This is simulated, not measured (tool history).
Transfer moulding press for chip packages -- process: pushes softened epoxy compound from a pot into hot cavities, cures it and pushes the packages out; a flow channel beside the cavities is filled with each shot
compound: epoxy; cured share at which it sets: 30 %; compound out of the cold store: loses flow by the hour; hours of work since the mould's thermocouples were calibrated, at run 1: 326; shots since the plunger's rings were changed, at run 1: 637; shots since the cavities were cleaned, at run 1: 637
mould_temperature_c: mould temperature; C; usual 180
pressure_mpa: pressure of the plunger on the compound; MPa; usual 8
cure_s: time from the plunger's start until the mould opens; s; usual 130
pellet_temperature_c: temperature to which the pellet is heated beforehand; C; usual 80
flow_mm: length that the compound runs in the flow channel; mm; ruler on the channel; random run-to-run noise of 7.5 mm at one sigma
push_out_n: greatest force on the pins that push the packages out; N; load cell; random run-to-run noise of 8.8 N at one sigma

run,hour,mould_temperature_c,pressure_mpa,cure_s,pellet_temperature_c,hours of work since the mould's thermocouples were calibrated,shots since the plunger's rings were changed,shots since the cavities were cleaned,incoming compound's hours out of the cold store,flow_mm,push_out_n
1,0,180,8,130,80,326,637,637,37.1,855,612
2,17.9,180,8,130,80,340,849,849,14.6,896,705
# hour 45.2: cavities cleaned with cleaning compound and waxed
3,47.6,180,8,130,80,361,1183,28,32.5,846,766
4,75.2,180,8,130,80,382,1509,354,22.3,848,757
5,89.5,180,8,130,80,393,1679,524,31.2,836,744
# hour 105: cavities cleaned with cleaning compound and waxed, once more
6,118.9,180,8,130,80,414,2009,164,20.5,866,519
7,137.2,180,7.43,130,80,428,2226,381,18.2,848,618
8,151.1,180,8,130,80,438,2391,546,35.8,833,637
9,174,180,8,162,80,455,2662,817,40.5,804,501
10,199.9,180,8,162,80,475,2970,1125,12.4,864,529
# hour 203.9: cavities cleaned with cleaning compound and waxed
11,222,180,8,162,80,490,3213,214,10.2,879,382
12,245,180,8,162,80,508,3486,487,38.9,811,444
13,269.5,180,7.86,130,80,526,3776,777,30.6,819,676
14,286.7,183,8,130,80,539,3979,980,19.7,836,619
15,300.3,183,8,140,80,550,4140,1141,36,784,527
# hour 303.9: cavities cleaned with cleaning compound and waxed
16,325,183,8,140,80,567,4415,249,25.5,803,418
# hour 335.7: mould's thermocouples calibrated
17,344.2,180,8.4,169,79,6,4619,453,23.3,848,431
18,370.1,180,8.4,169,79,26,4925,759,32.3,810,482
19,391.9,175,6.18,122,80,42,5183,1017,38.2,720,1096
# hour 405.4: cavities cleaned with cleaning compound and waxed
20,413.9,178,9.12,136,80,58,5427,102,30.6,861,461
21,437.1,178,9.12,136,80,75,5701,376,12.1,900,563
22,464.1,178,9.12,136,80,96,6021,696,26.3,857,652
23,481.2,181,9.9,112,74,109,6224,899,13.5,897,877
24,494.4,176,8,146,80,119,6381,1056,36.6,783,682
# hour 504.3: cavities cleaned with cleaning compound and waxed
25,517.3,176,8,146,80,135,6634,155,29.8,798,493
# hour 527.9: plunger's sealing rings changed
26,535.5,177,9.4,145,88,147,89,340,11.8,1000,554
27,565.3,180,8,114,80,169,442,693,13.3,889,875

Consider 4 possible next runs. They are alternatives, not a sequence: every one starts from the tool as it was left by run 27. What does each give?
A,580.9,186,8,149,76,181,627,878,42.4,?,?
B,580.9,180,6.76,156,80,181,627,878,34.3,?,?
C,580.9,180,8,159,70,181,627,878,43.4,?,?
D,580.9,188,8,130,81,181,627,878,45.1,?,?

run,flow_mm,push_out_n
A,797,454
B,766,494
C,836,484
D,794,454
What these runs would have given with no unlogged condition in the tool:
run,flow_mm,push_out_n
A,807,272
B,775,296
C,845,290
D,803,273

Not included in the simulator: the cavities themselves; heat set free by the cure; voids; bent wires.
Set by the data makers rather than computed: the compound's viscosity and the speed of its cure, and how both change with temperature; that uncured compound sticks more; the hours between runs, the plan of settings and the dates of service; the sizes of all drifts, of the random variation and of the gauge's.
